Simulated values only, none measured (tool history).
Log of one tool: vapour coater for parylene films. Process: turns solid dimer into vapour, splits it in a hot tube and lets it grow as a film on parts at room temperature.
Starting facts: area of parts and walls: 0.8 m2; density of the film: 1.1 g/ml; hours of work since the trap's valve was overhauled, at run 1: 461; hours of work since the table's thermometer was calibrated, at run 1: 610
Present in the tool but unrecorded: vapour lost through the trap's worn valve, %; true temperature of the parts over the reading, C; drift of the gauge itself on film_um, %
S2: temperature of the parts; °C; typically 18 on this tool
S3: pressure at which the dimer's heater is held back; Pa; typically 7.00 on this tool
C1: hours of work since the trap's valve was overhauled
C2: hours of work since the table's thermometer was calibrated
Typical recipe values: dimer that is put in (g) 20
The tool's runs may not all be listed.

run 1 hour=0.0 | dimer_that_is_put_in_(g)=20 S2=18 S3=7.00 | C1=461 C2=610 | thickness_of_the_film_(um)=12.75
run 2 hour=32.3 | dimer_that_is_put_in_(g)=9 S2=18 S3=7.00 | C1=479 C2=629 | thickness_of_the_film_(um)=5.78
run 3 hour=52.7 | dimer_that_is_put_in_(g)=9 S2=18 S3=7.00 | C1=491 C2=640 | thickness_of_the_film_(um)=5.78
run 4 hour=85.9 | dimer_that_is_put_in_(g)=9 S2=18 S3=10.48 | C1=510 C2=659 | thickness_of_the_film_(um)=5.53
run 5 hour=113.8 | dimer_that_is_put_in_(g)=9 S2=18 S3=10.48 | C1=526 C2=675 | thickness_of_the_film_(um)=5.54
run 6 hour=150.6 | dimer_that_is_put_in_(g)=9 S2=18 S3=10.48 | C1=547 C2=696 | thickness_of_the_film_(um)=5.42
run 7 hour=179.8 | dimer_that_is_put_in_(g)=9 S2=18 S3=10.48 | C1=564 C2=713 | thickness_of_the_film_(um)=5.52
run 8 hour=216.8 | dimer_that_is_put_in_(g)=20 S2=18 S3=7.00 | C1=585 C2=734 | thickness_of_the_film_(um)=12.64
-- hour=234.2 trap's valve overhauled
run 9 hour=256.0 | dimer_that_is_put_in_(g)=20 S2=18 S3=7.00 | C1=12 C2=754 | thickness_of_the_film_(um)=12.20
run 10 hour=287.9 | dimer_that_is_put_in_(g)=15 S2=18 S3=7.00 | C1=31 C2=772 | thickness_of_the_film_(um)=9.11
run 11 hour=324.3 | dimer_that_is_put_in_(g)=15 S2=18 S3=7.00 | C1=52 C2=793 | thickness_of_the_film_(um)=9.08
run 12 hour=345.7 | dimer_that_is_put_in_(g)=20 S2=18 S3=7.00 | C1=64 C2=805 | thickness_of_the_film_(um)=11.98
run 13 hour=369.7 | dimer_that_is_put_in_(g)=23 S2=18 S3=7.00 | C1=77 C2=819 | thickness_of_the_film_(um)=13.80
-- hour=393.2 trap's valve overhauled, once more
run 14 hour=404.7 | dimer_that_is_put_in_(g)=23 S2=18 S3=7.00 | C1=7 C2=837 | thickness_of_the_film_(um)=16.49
run 15 hour=432.6 | dimer_that_is_put_in_(g)=20 S2=18 S3=7.00 | C1=22 C2=853 | thickness_of_the_film_(um)=14.17
run 16 hour=452.9 | dimer_that_is_put_in_(g)=20 S2=18 S3=7.00 | C1=34 C2=864 | thickness_of_the_film_(um)=14.23
run 17 hour=479.5 | dimer_that_is_put_in_(g)=29 S2=18 S3=7.00 | C1=49 C2=879 | thickness_of_the_film_(um)=20.48
run 18 hour=499.5 | dimer_that_is_put_in_(g)=12 S2=18 S3=7.00 | C1=61 C2=891 | thickness_of_the_film_(um)=8.54
run 19 hour=535.0 | dimer_that_is_put_in_(g)=20 S2=18 S3=9.51 | C1=81 C2=911 | thickness_of_the_film_(um)=13.53
run 20 hour=568.3 | dimer_that_is_put_in_(g)=20 S2=18 S3=9.51 | C1=100 C2=930 | thickness_of_the_film_(um)=13.63
run 21 hour=589.4 | dimer_that_is_put_in_(g)=9 S2=18 S3=7.00 | C1=112 C2=942 | thickness_of_the_film_(um)=6.26
run 22 hour=625.9 | dimer_that_is_put_in_(g)=27 S2=20 S3=9.85 | C1=133 C2=963 | thickness_of_the_film_(um)=17.57
run 23 hour=641.8 | dimer_that_is_put_in_(g)=27 S2=20 S3=9.85 | C1=142 C2=972 | thickness_of_the_film_(um)=17.30
run 24 hour=671.7 | dimer_that_is_put_in_(g)=17 S2=20 S3=7.04 | C1=159 C2=989 | thickness_of_the_film_(um)=11.22
run 25 hour=692.2 | dimer_that_is_put_in_(g)=17 S2=20 S3=7.04 | C1=171 C2=1001 | thickness_of_the_film_(um)=11.18
run 26 hour=725.0 | dimer_that_is_put_in_(g)=17 S2=20 S3=7.04 | C1=190 C2=1020 | thickness_of_the_film_(um)=11.20
run 27 hour=763.5 | dimer_that_is_put_in_(g)=17 S2=20 S3=7.04 | C1=212 C2=1042 | thickness_of_the_film_(um)=11.18
run 28 hour=795.0 | dimer_that_is_put_in_(g)=17 S2=18 S3=4.70 | C1=230 C2=1060 | thickness_of_the_film_(um)=12.14
-- hour=813.9 table's thermometer calibrated
run 29 hour=820.2 | dimer_that_is_put_in_(g)=20 S2=26 S3=7.00 | C1=243 C2=4 | thickness_of_the_film_(um)=11.01
run 30 hour=843.6 | dimer_that_is_put_in_(g)=11 S2=18 S3=3.51 | C1=257 C2=17 | thickness_of_the_film_(um)=7.80
run 31 hour=872.6 | dimer_that_is_put_in_(g)=14 S2=10 S3=3.34 | C1=273 C2=34 | thickness_of_the_film_(um)=12.04
run 32 hour=911.0 | dimer_that_is_put_in_(g)=13 S2=19 S3=2.14 | C1=295 C2=55 | thickness_of_the_film_(um)=9.34
run 33 hour=938.1 | dimer_that_is_put_in_(g)=13 S2=11 S3=2.14 | C1=311 C2=71 | thickness_of_the_film_(um)=11.37
run 34 hour=976.5 | dimer_that_is_put_in_(g)=26 S2=16 S3=7.73 | C1=333 C2=93 | thickness_of_the_film_(um)=17.74
run 35 hour=999.6 | dimer_that_is_put_in_(g)=26 S2=16 S3=2.28 | C1=346 C2=106 | thickness_of_the_film_(um)=19.85
run 36 hour=1025.9 | dimer_that_is_put_in_(g)=29 S2=26 S3=4.92 | C1=361 C2=121 | thickness_of_the_film_(um)=16.19
run 37 hour=1058.8 | dimer_that_is_put_in_(g)=19 S2=10 S3=10.27 | C1=380 C2=140 | thickness_of_the_film_(um)=14.53
run 38 hour=1077.5 | dimer_that_is_put_in_(g)=19 S2=10 S3=10.27 | C1=390 C2=151 | thickness_of_the_film_(um)=14.46
run 39 hour=1097.4 | dimer_that_is_put_in_(g)=19 S2=10 S3=10.27 | C1=402 C2=162 | thickness_of_the_film_(um)=14.38
run 40 hour=1117.4 | dimer_that_is_put_in_(g)=11 S2=20 S3=10.25 | C1=413 C2=173 | thickness_of_the_film_(um)=6.53
run 41 hour=1134.1 | dimer_that_is_put_in_(g)=11 S2=20 S3=10.25 | C1=423 C2=183 | thickness_of_the_film_(um)=6.68

Below, some changes in thickness of the film (um) between adjacent runs. For each, the amount present without the hidden state too (settings, incoming material, random variation) and the amount remaining for the hidden state with gauge scatter not shared by both compared results:
Run 1 -> 2: dimer that is put in (g) 20 -> 9. thickness of the film (um) -6.97: hidden state +0.59, all else -7.56.
Run 7 -> 8: dimer that is put in (g) 9 -> 20, S3 10.48 -> 7.00. thickness of the film (um) +7.12: hidden state -0.79, all else +7.91.
Run 13 -> 14: trap's valve overhauled, once more. thickness of the film (um) +2.69: hidden state +2.52, all else +0.17.
Run 17 -> 18: dimer that is put in (g) 29 -> 12. thickness of the film (um) -11.94: hidden state -0.17, all else -11.77.
Run 21 -> 22: dimer that is put in (g) 9 -> 27, S2 18 -> 20, S3 7.00 -> 9.85. thickness of the film (um) +11.31: hidden state +0.00, all else +11.31.
Run 39 -> 40: dimer that is put in (g) 19 -> 11, S2 10 -> 20, S3 10.27 -> 10.25. thickness of the film (um) -7.85: hidden state +0.56, all else -8.41.

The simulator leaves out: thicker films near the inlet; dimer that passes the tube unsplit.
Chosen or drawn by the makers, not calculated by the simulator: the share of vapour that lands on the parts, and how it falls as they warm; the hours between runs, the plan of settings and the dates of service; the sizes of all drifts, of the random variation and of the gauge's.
